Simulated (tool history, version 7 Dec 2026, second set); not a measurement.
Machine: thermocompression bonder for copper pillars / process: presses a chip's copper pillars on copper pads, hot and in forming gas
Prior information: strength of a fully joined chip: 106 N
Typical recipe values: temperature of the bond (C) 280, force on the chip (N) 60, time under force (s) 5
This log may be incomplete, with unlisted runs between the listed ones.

run,day,temperature of the bond (C),force on the chip (N),time under force (s),force that shears a chip off (N)
1,0.000,280,60,5,59.0
2,0.379,280,44,5,45.0
3,0.658,280,44,5,46.5
4,0.858,280,46,5,47.9
5,1.225,280,72,5,64.9
6,1.458,280,72,5,64.3
7,1.704,280,72,5,65.3
8,1.988,280,72,5,62.7
9,2.283,280,71,5,64.0
10,2.558,280,71,5,62.4
11,2.779,280,60,5,57.4
12,2.992,280,60,5,57.6
13,3.400,280,60,5,56.5
14,3.650,280,60,5,56.4
15,3.854,280,60,5,56.4
# day 3.975: heater calibrated with a thermocouple chip
16,4.138,278,83,9,77.0
17,4.346,280,77,6,69.9
18,4.750,281,76,7,72.5
19,4.925,272,89,7,73.7
20,5.092,272,89,7,72.4
21,5.325,280,40,5,41.9
22,5.588,280,60,5,55.1
23,5.904,280,60,4,51.4
# day 6.017: heater calibrated with a thermocouple chip, once more
24,6.300,258,59,4,41.7

Alternative continuations, all from the tool just after run 24; predict every row:
A,6.492,280,57,5,?
B,6.492,271,60,4,?
C,6.492,299,60,8,?
D,6.492,258,59,4,?
E,6.492,303,48,6,?

run,force that shears a chip off (N)
A,55.7
B,48.7
C,77.5
D,40.4
E,66.9
Had the tool no hidden state, the same runs would have come out as:
run,force that shears a chip off (N)
A,57.5
B,50.3
C,79.7
D,41.7
E,68.9

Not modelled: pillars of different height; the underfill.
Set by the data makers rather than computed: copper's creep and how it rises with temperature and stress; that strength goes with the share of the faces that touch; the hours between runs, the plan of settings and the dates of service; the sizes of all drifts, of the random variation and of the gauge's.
